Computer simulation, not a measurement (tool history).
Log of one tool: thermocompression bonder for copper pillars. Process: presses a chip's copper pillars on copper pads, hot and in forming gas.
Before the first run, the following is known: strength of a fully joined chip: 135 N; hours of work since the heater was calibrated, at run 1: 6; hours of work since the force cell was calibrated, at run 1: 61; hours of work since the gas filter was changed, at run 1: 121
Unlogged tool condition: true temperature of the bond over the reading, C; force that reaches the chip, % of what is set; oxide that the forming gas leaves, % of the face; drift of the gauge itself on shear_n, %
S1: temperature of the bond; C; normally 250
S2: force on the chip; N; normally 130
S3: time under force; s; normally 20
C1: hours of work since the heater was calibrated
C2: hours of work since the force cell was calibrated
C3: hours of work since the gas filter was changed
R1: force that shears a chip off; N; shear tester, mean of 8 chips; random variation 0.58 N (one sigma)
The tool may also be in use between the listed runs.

run   hour   S1   S2  S3   C1   C2   C3    R1
  1      0  250  130  20    6   61  121    60
  2   11.2  250  130  20   14   68  129  59.9
  3   19.5  250  130  20   19   74  134  59.3
      27.1  -- forming gas filter changed
  4   33.2  250  130  20   28   82    4  63.2
  5   42.8  250  173  20   35   89   10  79.7
  6   48.6  250  173  20   39   93   14  79.3
  7   62.9  250  185  20   48  102   24  82.2
  8   75.8  250  185  20   57  111   33  83.8
  9   86.4  250  185  20   64  118   40  83.2
 10   97.9  250  185  20   71  126   47  82.7
 11  104.3  250  185  20   76  130   52  81.9
 12  114.3  232  130  20   82  137   58  47.4
 13  126.1  232  130  20   90  145   66  47.6
 14    138  250  130  20   98  153   74  60.8
 15  151.2  250  130  20  107  161   83  60.9
 16  158.8  250  130  23  112  167   88  63.7
 17  169.4  250  130  20  119  174   95  60.8
 18  179.3  250  130  20  126  180  102  60.4
 19  187.7  250  130  20  132  186  107  59.8
 20  193.8  250  130  30  136  190  112  70.2
 21  203.4  250   82  20  142  196  118  39.3
 22  216.2  260  118  21  151  205  127  64.7
 23  227.8  238  156  34  158  213  134  71.7
 24  234.3  238  156  34  163  217  139    71
     236.1  -- forming gas filter changed
 25  246.3  222  183  30  171  225    7  66.1
 26  256.5  222  183  30  177  232   14  66.6
 27  265.1  251   95  20  183  237   19  48.1
     267.7  -- force cell calibrated
 28    278  250  130  53  191    7   27    87
 29  284.4  263  153  26  195   11   31  90.3
       293  -- force cell calibrated, once more
 30  298.6  225  130  16  204    4   40  39.7
 31  304.5  248  130  20  207    8   44    62
 32    312  252   93  50  212   13   49  67.9
 33  320.7  250  127  26  218   19   55  68.2
 34  331.3  226  127  36  225   26   62  55.1
 35  338.7  226  127  36  230   31   67    55
 36  345.4  226   96  27  235   35   71  36.9
 37  354.5  226   96  27  241   41   77  36.3
 38  363.9  221  148  13  247   47   84  39.2

Some steps in R1 between neighbouring runs. How much of each would the tool show without its hidden state too (settings, what came in, random variation), and how much is left for the hidden state, with any gauge scatter that isn't in both results?
Run 3 -> 4: forming gas filter changed. R1 +3.9 N: hidden state +3.7, all else +0.2.
Run 11 -> 12: S1 250 -> 232, S2 185 -> 130. R1 -34.5 N: hidden state +0.9, all else -35.4.
Run 20 -> 21: S2 130 -> 82, S3 30 -> 20. R1 -30.9 N: hidden state +1.7, all else -32.6.
Run 24 -> 25: S1 238 -> 222, S2 156 -> 183, S3 34 -> 30, forming gas filter changed. R1 -4.9 N: hidden state +4.9, all else -9.8.
Run 27 -> 28: S1 251 -> 250, S2 95 -> 130, S3 20 -> 53, force cell calibrated. R1 +38.9 N: hidden state -0.6, all else +39.5.
Run 29 -> 30: S1 263 -> 225, S2 153 -> 130, S3 26 -> 16, force cell calibrated, once more. R1 -50.6 N: hidden state +1.3, all else -51.9.

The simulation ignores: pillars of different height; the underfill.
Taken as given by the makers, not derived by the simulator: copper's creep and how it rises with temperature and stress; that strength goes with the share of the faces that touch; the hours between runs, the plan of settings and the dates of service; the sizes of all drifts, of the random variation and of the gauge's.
